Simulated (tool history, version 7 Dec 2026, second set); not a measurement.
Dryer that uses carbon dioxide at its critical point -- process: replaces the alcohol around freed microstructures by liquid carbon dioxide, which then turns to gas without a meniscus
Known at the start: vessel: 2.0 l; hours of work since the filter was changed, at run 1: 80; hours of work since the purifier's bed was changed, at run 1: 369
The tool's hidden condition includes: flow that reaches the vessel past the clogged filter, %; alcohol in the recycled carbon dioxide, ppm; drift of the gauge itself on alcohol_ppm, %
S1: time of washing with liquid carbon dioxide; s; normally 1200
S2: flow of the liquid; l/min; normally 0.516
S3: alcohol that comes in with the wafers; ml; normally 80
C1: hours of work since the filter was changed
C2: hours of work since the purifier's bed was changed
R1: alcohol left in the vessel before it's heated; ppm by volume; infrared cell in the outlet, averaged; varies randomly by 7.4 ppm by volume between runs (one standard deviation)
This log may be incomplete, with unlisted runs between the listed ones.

| run | hour | S1 | S2 | S3 | C1 | C2 | R1 |
|---|---|---|---|---|---|---|---|
| 1 | 0.0 | 1200 | 0.516 | 80 | 80 | 369 | 446 |
| 2 | 12.4 | 1200 | 0.516 | 80 | 87 | 377 | 465 |
| 3 | 32.2 | 1200 | 0.516 | 80 | 99 | 389 | 464 |
| 4 | 55.2 | 1200 | 0.516 | 80 | 113 | 403 | 483 |
| 5 | 75.9 | 1200 | 0.516 | 80 | 126 | 415 | 482 |
| 6 | 90.1 | 1200 | 0.516 | 80 | 134 | 424 | 505 |
| 7 | 107.5 | 1500 | 0.516 | 80 | 145 | 434 | 193 |
| 8 | 123.5 | 1200 | 0.516 | 80 | 154 | 444 | 532 |
| 9 | 138.5 | 1200 | 0.516 | 80 | 163 | 453 | 540 |
|  | 143.5 | inlet filter changed |
| 10 | 166.4 | 1200 | 0.516 | 80 | 14 | 469 | 412 |
| 11 | 180.7 | 1200 | 0.343 | 80 | 22 | 478 | 1719 |
| 12 | 210.0 | 1200 | 0.516 | 80 | 40 | 495 | 443 |
| 13 | 224.5 | 1200 | 0.516 | 80 | 49 | 504 | 446 |
| 14 | 252.1 | 1200 | 0.516 | 80 | 65 | 521 | 452 |
| 15 | 269.4 | 1200 | 0.697 | 80 | 76 | 531 | 139 |
| 16 | 289.8 | 1200 | 0.516 | 28 | 88 | 543 | 188 |
| 17 | 318.0 | 1200 | 0.516 | 28 | 105 | 560 | 199 |
| 18 | 339.1 | 1800 | 0.514 | 28 | 118 | 573 | 66 |
| 19 | 361.6 | 1320 | 0.411 | 28 | 131 | 586 | 327 |
| 20 | 377.0 | 900 | 0.516 | 60 | 141 | 596 | 1139 |
| 21 | 390.0 | 900 | 0.516 | 73 | 148 | 604 | 1381 |
| 22 | 409.6 | 900 | 0.516 | 73 | 160 | 615 | 1450 |
|  | 418.7 | inlet filter changed |
| 23 | 439.2 | 900 | 0.516 | 73 | 12 | 633 | 1164 |
| 24 | 460.8 | 900 | 0.516 | 21 | 25 | 646 | 377 |
| 25 | 490.1 | 900 | 0.516 | 21 | 43 | 663 | 364 |
| 26 | 511.8 | 1260 | 0.335 | 38 | 56 | 676 | 853 |
| 27 | 530.2 | 1260 | 0.335 | 38 | 67 | 687 | 812 |
| 28 | 545.0 | 1260 | 0.335 | 31 | 76 | 696 | 735 |
| 29 | 569.8 | 1200 | 0.335 | 33 | 91 | 711 | 876 |
| 30 | 591.5 | 780 | 0.844 | 41 | 104 | 724 | 246 |
| 31 | 620.3 | 780 | 0.844 | 41 | 121 | 742 | 248 |
| 32 | 638.7 | 1380 | 0.395 | 42 | 132 | 753 | 460 |
| 33 | 659.6 | 840 | 0.447 | 39 | 145 | 765 | 1355 |

Each row is a separate what-if for the run after 33, all from the same tool condition, not one after another. Results?
| A | 672.3 | 1200 | 0.516 | 24 | 153 | 773 | ? |
| B | 672.3 | 1200 | 0.645 | 80 | 153 | 773 | ? |
| C | 672.3 | 1020 | 0.473 | 49 | 153 | 773 | ? |
| D | 672.3 | 840 | 0.386 | 107 | 153 | 773 | ? |
| E | 672.3 | 840 | 0.447 | 43 | 153 | 773 | ? |

| run | R1 |
|---|---|
| A | 198 |
| B | 232 |
| C | 869 |
| D | 5197 |
| E | 1528 |
What these runs would have given with no unlogged condition in the tool:
| run | R1 |
|---|---|
| A | 107 |
| B | 126 |
| C | 644 |
| D | 4375 |
| E | 1225 |

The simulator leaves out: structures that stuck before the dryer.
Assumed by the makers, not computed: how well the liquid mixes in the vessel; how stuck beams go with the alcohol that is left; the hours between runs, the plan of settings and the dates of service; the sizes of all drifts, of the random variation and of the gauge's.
